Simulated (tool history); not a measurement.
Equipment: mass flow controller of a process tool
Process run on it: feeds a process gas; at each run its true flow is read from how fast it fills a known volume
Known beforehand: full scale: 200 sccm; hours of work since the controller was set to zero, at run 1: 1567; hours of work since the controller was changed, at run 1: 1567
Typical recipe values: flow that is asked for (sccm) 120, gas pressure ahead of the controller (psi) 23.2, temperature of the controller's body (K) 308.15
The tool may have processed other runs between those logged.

run,hour,flow that is asked for (sccm),gas pressure ahead of the controller (psi),temperature of the controller's body (K),hours of work since the controller was set to zero,hours of work since the controller was changed,true flow (%)
1,0.0,120,23.2,308.15,1567,1567,99.07
2,305.7,120,23.2,308.15,1762,1762,98.93
3,596.4,120,23.2,301.15,1948,1948,97.94
4,744.0,102,23.2,308.15,2042,2042,98.47
5,991.5,102,23.2,308.15,2201,2201,98.25
6,1269.5,102,23.2,308.15,2378,2378,98.23
7,1577.0,120,23.2,308.15,2575,2575,98.44
8,1811.4,120,23.2,308.15,2724,2724,98.26
9,2132.6,120,23.2,308.15,2930,2930,98.22
10,2457.0,37,23.2,308.15,3137,3137,95.42
11,2775.6,37,23.2,308.15,3341,3341,95.00
12,3060.9,37,23.2,308.15,3523,3523,94.98
13,3234.5,120,23.2,308.15,3634,3634,97.86
14,3374.3,120,23.2,308.15,3723,3723,97.63
15,3600.7,120,23.2,308.15,3868,3868,97.67
16,3825.7,120,23.2,308.15,4012,4012,97.52
17,3999.4,120,23.2,308.15,4123,4123,97.45
18,4331.9,120,23.2,308.15,4335,4335,97.34
19,4518.5,120,26.7,308.15,4454,4454,97.06
20,4822.9,120,23.2,304.15,4649,4649,96.60
21,4984.2,120,23.2,300.15,4752,4752,96.14
22,5151.8,120,23.6,308.15,4859,4859,96.95
23,5354.0,120,33.8,308.15,4988,4988,96.42
24,5669.7,120,20.7,308.15,5190,5190,96.88
25,5919.9,62,23.2,305.15,5350,5350,94.20
26,6149.6,27,32.1,298.15,5496,5496,89.82
27,6359.8,95,32.1,311.15,5631,5631,95.77
28,6527.4,95,32.1,311.15,5738,5738,95.74
29,6839.0,87,23.6,303.15,5937,5937,94.62
30,7075.4,114,26.7,303.15,6088,6088,95.36
31,7248.1,22,25.2,303.15,6198,6198,88.44
32,7415.9,22,25.2,303.15,6306,6306,88.13
33,7608.2,22,25.2,303.15,6429,6429,88.21
34,7790.2,46,22.5,306.15,6545,6545,92.49
35,7997.6,124,24.2,308.15,6677,6677,95.87
36,8330.2,97,27.7,308.15,6890,6890,94.69
37,8624.2,27,30.6,304.15,7078,7078,88.46
38,8920.9,120,35.5,308.15,7267,7267,94.80
39,9162.5,120,36.1,302.15,7422,7422,94.02
40,9419.1,49,39.7,307.15,7586,7586,91.21
41,9604.6,49,39.7,307.15,7704,7704,91.02
42,9880.3,23,23.2,308.15,7880,7880,87.07
43,10033.6,22,32.8,298.15,7978,7978,84.96
44,10267.9,52,24.8,301.15,8128,8128,90.76
45,10537.8,131,31.5,302.15,8300,8300,94.06
46,10761.9,120,22.6,313.15,8444,8444,95.17
47,10984.4,120,37.3,294.15,8586,8586,92.37

3 options for the next run, each taken on its own from the tool as it stands now. Forecast them:
A,11213.8,120,40.0,294.15,8732,8732,?
B,11213.8,120,39.0,294.15,8732,8732,?
C,11213.8,79,37.3,294.15,8732,8732,?

run,true flow (%)
A,92.20
B,92.16
C,90.68
Without the tool's hidden state the same runs would have given:
run,true flow (%)
A,97.83
B,97.79
C,97.19
